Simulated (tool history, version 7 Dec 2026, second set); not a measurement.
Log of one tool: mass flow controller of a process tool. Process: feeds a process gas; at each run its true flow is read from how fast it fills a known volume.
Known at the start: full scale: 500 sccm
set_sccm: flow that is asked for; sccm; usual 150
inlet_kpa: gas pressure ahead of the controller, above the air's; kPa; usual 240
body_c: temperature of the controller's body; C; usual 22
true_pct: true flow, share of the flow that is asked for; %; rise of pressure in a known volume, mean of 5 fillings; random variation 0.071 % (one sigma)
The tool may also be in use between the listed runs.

| run | hour | set_sccm | inlet_kpa | body_c | true_pct |
|---|---|---|---|---|---|
| 1 | 0.0 | 150 | 240 | 22 | 99.54 |
| 2 | 84.8 | 184 | 240 | 22 | 99.75 |
| 3 | 199.2 | 150 | 240 | 22 | 99.67 |
| 4 | 297.7 | 150 | 240 | 22 | 99.67 |
| 5 | 395.1 | 150 | 240 | 22 | 99.52 |
| 6 | 535.9 | 266 | 240 | 22 | 99.60 |
| 7 | 610.1 | 150 | 240 | 22 | 99.67 |
| 8 | 698.3 | 150 | 240 | 28 | 99.15 |
| 9 | 827.3 | 150 | 240 | 28 | 99.13 |
| 10 | 951.1 | 150 | 240 | 38 | 98.20 |
| 11 | 1055.6 | 150 | 240 | 22 | 99.58 |
| 12 | 1176.4 | 150 | 240 | 22 | 99.56 |
| 13 | 1264.7 | 150 | 240 | 22 | 99.57 |
| 14 | 1360.9 | 150 | 240 | 22 | 99.57 |
| 15 | 1449.9 | 150 | 240 | 22 | 99.53 |
| 16 | 1580.0 | 150 | 240 | 22 | 99.58 |
| 17 | 1662.9 | 150 | 240 | 37 | 98.34 |
| 18 | 1742.4 | 150 | 240 | 37 | 98.23 |
| 19 | 1825.7 | 150 | 240 | 37 | 98.28 |
| 20 | 1926.7 | 150 | 240 | 37 | 98.29 |
| 21 | 2047.7 | 150 | 240 | 37 | 98.36 |
| 22 | 2169.9 | 150 | 240 | 28 | 99.19 |
| 23 | 2304.9 | 150 | 240 | 28 | 99.09 |
| 24 | 2413.4 | 150 | 157 | 28 | 99.77 |
| 25 | 2482.6 | 73 | 240 | 22 | 99.50 |
| 26 | 2579.7 | 150 | 200 | 32 | 99.11 |
| 27 | 2694.5 | 150 | 200 | 32 | 99.03 |
| 28 | 2785.6 | 150 | 262 | 34 | 98.39 |
| 29 | 2884.4 | 127 | 157 | 40 | 98.83 |
| 30 | 2992.3 | 248 | 148 | 32 | 99.40 |
| 31 | 3125.7 | 150 | 240 | 22 | 99.55 |
| 32 | 3247.7 | 141 | 240 | 22 | 99.64 |
| 33 | 3379.4 | 439 | 145 | 26 | 100.33 |
| 34 | 3508.3 | 439 | 145 | 26 | 100.43 |
| 35 | 3600.4 | 439 | 145 | 26 | 100.30 |
| 36 | 3706.2 | 127 | 212 | 22 | 99.79 |
| 37 | 3814.3 | 64 | 254 | 26 | 98.99 |
| 38 | 3934.6 | 64 | 254 | 26 | 99.06 |
| 39 | 3995.9 | 64 | 254 | 26 | 99.04 |
| 40 | 4122.2 | 64 | 254 | 26 | 99.28 |
| 41 | 4197.6 | 150 | 240 | 36 | 98.35 |
| 42 | 4277.3 | 150 | 240 | 36 | 98.34 |
| 43 | 4344.5 | 160 | 179 | 39 | 98.64 |
| 44 | 4428.1 | 132 | 230 | 33 | 98.73 |
| 45 | 4515.4 | 132 | 230 | 33 | 98.71 |
| 46 | 4586.7 | 132 | 230 | 33 | 98.63 |
| 47 | 4688.5 | 74 | 230 | 33 | 98.67 |
| 48 | 4746.9 | 445 | 239 | 29 | 99.28 |

Forecast each of these 3 alternatives for the next run:
| A | 4838.8 | 432 | 239 | 29 | ? |
| B | 4838.8 | 469 | 209 | 23 | ? |
| C | 4838.8 | 282 | 239 | 29 | ? |

| run | true_pct |
|---|---|
| A | 99.25 |
| B | 100.18 |
| C | 99.11 |
Without the tool's hidden state the same runs would have given:
| run | true_pct |
|---|---|
| A | 99.25 |
| B | 100.18 |
| C | 99.11 |

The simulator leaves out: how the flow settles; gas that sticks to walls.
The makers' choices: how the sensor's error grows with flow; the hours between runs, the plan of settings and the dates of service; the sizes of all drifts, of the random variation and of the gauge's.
